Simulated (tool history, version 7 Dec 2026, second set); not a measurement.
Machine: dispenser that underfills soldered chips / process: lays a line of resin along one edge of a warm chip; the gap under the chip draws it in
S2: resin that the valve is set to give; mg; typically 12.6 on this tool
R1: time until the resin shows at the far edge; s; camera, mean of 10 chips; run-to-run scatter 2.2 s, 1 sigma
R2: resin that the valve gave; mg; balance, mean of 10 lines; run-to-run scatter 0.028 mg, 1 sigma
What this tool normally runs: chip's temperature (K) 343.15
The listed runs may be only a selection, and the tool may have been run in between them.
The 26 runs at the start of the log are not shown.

-- hour=187.9 new syringe of resin
run 27 hour=194.9 | chip's_temperature_(K)=349.15 S2=15.6 | R1=233 R2=15.22
-- hour=199.6 new syringe of resin
run 28 hour=204.3 | chip's_temperature_(K)=349.15 S2=15.6 | R1=203.2 R2=15.28
-- hour=211.2 new syringe of resin
run 29 hour=211.2 | chip's_temperature_(K)=349.15 S2=15.6 | R1=157.3 R2=15.17
-- hour=216.4 dispensing valve cleaned and set on the balance
run 30 hour=220.7 | chip's_temperature_(K)=334.15 S2=14.6 | R1=502.2 R2=14.6
-- hour=223.9 new syringe of resin
run 31 hour=225.5 | chip's_temperature_(K)=334.15 S2=14.6 | R1=346.2 R2=14.53
run 32 hour=230 | chip's_temperature_(K)=342.15 S2=12.1 | R1=304.7 R2=12.04
-- hour=235.3 new syringe of resin
run 33 hour=235.6 | chip's_temperature_(K)=335.15 S2=11.2 | R1=328.1 R2=11.1
run 34 hour=242.1 | chip's_temperature_(K)=339.15 S2=12.4 | R1=378.6 R2=12.31
-- hour=246.8 new syringe of resin
run 35 hour=249.9 | chip's_temperature_(K)=355.15 S2=13.2 | R1=145.7 R2=13.1

3 options for the next run, each taken on its own from the tool as it stands now. Forecast them:
run A hour=253.9 | chip's_temperature_(K)=345.15 S2=15 | R1=? R2=?
run B hour=253.9 | chip's_temperature_(K)=355.15 S2=15.7 | R1=? R2=?
run C hour=253.9 | chip's_temperature_(K)=339.15 S2=12.6 | R1=? R2=?

run=A R1=280.1 R2=14.82
run=B R1=174.9 R2=15.5
run=C R1=377.4 R2=12.41
Without the tool's unlogged condition, the same runs would have read:
run=A R1=201.5 R2=15.01
run=B R1=125.6 R2=15.7
run=C R1=272 R2=12.57
